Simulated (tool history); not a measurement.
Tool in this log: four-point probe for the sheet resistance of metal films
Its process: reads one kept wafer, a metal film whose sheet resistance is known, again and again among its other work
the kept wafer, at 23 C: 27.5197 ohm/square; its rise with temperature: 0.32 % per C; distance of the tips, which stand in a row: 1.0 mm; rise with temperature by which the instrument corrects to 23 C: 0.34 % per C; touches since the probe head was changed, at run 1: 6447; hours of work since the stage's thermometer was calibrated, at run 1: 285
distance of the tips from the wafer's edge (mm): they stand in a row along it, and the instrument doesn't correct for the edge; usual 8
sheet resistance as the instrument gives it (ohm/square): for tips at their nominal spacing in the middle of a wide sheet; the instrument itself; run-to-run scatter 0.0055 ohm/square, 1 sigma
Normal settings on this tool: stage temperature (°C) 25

run     day  stage temperature (°C)  distance of the tips from the wafer's edge (mm)  touches since the probe head was changed  hours of work since the stage's thermometer was calibrated  sheet resistance as the instrument gives it (ohm/square)
  1   0.000                      25                                                8                                      6447                                                         285                                                 27.721077
  2   1.254                      25                                               12                                      7805                                                         304                                                 27.602205
  3   2.125                      25                                               12                                      8749                                                         317                                                 27.587987
  4   3.375                      24                                               12                                     10105                                                         335                                                 27.597156
  5   4.342                      25                                                8                                     11150                                                         349                                                 27.726654
  6   5.571                      25                                                8                                     12484                                                         368                                                 27.740208
  7   6.754                      25                                                6                                     13766                                                         385                                                 27.906387
  8   7.512                      26                                                6                                     14587                                                         396                                                 27.901861
  9   8.146                      26                                                6                                     15275                                                         406                                                 27.912564
      8.275  -- stage's thermometer calibrated
 10   9.204                      26                                                6                                     16400                                                          14                                                 27.894403
 11  10.550                      30                                                6                                     17857                                                          34                                                 27.887221
 12  11.875                      30                                                6                                     19295                                                          53                                                 27.880083
 13  13.092                      19                                                6                                     20613                                                          71                                                 27.932935
 14  14.004                      24                                               30                                     21603                                                          85                                                 27.517265
     14.475  -- stage's thermometer calibrated, once more
 15  14.662                      25                                                8                                     22291                                                           3                                                 27.761550
 16  16.092                      35                                               11                                     23842                                                          24                                                 27.600759
 17  16.888                      35                                               11                                     24705                                                          36                                                 27.614535
 18  18.050                      24                                               58                                     25963                                                          53                                                 27.543188
 19  19.379                      19                                                9                                     27403                                                          73                                                 27.742984
 20  20.742                      21                                               40                                     28882                                                          93                                                 27.561297
 21  21.525                      18                                                5                                     29731                                                         104                                                 28.147573
 22  22.433                      28                                               47                                     30713                                                         118                                                 27.537879

Below are 5 alternative next runs, each starting from the tool's condition after run 22. Predict each:
  A  23.721                      30                                                5                                     32112                                                         137                                                         ?
  B  23.721                      28                                                8                                     32112                                                         137                                                         ?
  C  23.721                      19                                                3                                     32112                                                         137                                                         ?
  D  23.721                      30                                                7                                     32112                                                         137                                                         ?
  E  23.721                      25                                               11                                     32112                                                         137                                                         ?

run  sheet resistance as the instrument gives it (ohm/square)
  A                                                 28.104179
  B                                                 27.759759
  C                                                 29.105755
  D                                                 27.816652
  E                                                 27.658562
Without the tool's hidden state the same runs would have given:
run  sheet resistance as the instrument gives it (ohm/square)
  A                                                 28.077075
  B                                                 27.732999
  C                                                 29.078067
  D                                                 27.789797
  E                                                 27.631959

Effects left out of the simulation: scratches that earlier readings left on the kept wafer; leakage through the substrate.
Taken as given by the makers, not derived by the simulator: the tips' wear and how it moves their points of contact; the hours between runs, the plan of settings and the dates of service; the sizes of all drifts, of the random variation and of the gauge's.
